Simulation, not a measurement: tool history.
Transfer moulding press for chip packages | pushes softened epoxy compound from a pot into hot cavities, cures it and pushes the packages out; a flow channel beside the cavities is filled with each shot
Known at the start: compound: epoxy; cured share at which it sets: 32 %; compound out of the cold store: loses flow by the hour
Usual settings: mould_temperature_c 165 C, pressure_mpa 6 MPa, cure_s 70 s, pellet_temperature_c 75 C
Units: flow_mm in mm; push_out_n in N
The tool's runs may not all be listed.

run	hour	mould_temperature_c	pressure_mpa	cure_s	pellet_temperature_c	incoming compound's hours out of the cold store	flow_mm	push_out_n
1	0	165	6	70	75	10.1	668	362
# hour 31.7: cavities cleaned with cleaning compound and waxed
2	45.6	165	6	70	75	29	595	414
# hour 62.1: cavities cleaned with cleaning compound and waxed
3	88.3	165	6	70	75	20.9	615	465
# hour 92.6: cavities cleaned with cleaning compound and waxed
# hour 123.9: cavities cleaned with cleaning compound and waxed
4	134.2	165	6	70	72	42.7	534	391
# hour 155.6: cavities cleaned with cleaning compound and waxed
5	182.6	165	6	70	72	11.5	634	469
# hour 190: cavities cleaned with cleaning compound and waxed
6	217.3	165	6	70	72	9	644	487
# hour 224.2: cavities cleaned with cleaning compound and waxed
# hour 249.2: plunger's sealing rings changed
# hour 258.2: cavities cleaned with cleaning compound and waxed
7	262	162	6	70	75	37.5	582	418
# hour 287.8: mould's thermocouples calibrated
# hour 295.3: cavities cleaned with cleaning compound and waxed
8	310.5	164	6	70	75	27.2	609	441
# hour 326.6: cavities cleaned with cleaning compound and waxed
9	354.2	165	6	70	75	13.9	653	489
# hour 360.4: cavities cleaned with cleaning compound and waxed
# hour 393.5: cavities cleaned with cleaning compound and waxed
10	403.8	165	6	70	75	38.2	557	405
# hour 425.5: cavities cleaned with cleaning compound and waxed
# hour 455.6: cavities cleaned with cleaning compound and waxed
11	467.3	165	6	70	75	42.4	533	386
# hour 486.5: cavities cleaned with cleaning compound and waxed
# hour 517.7: cavities cleaned with cleaning compound and waxed
12	520.5	165	6	70	75	27.5	583	361
# hour 548.3: cavities cleaned with cleaning compound and waxed
13	559.1	157	6	70	76	38.7	564	697
# hour 577.3: plunger's sealing rings changed
# hour 582.4: cavities cleaned with cleaning compound and waxed
# hour 614.6: cavities cleaned with cleaning compound and waxed
14	628.3	165	6	86	69	46.1	547	348

Run 15 comes next. What will it give?
# hour 646.6: cavities cleaned with cleaning compound and waxed
15	673.9	165	6	51	70	15.1	?	?

{"run 15": {"flow_mm": 644, "push_out_n": 937}}
Without the tool's hidden state the same run would have given flow_mm 657 mm, push_out_n 738 N.
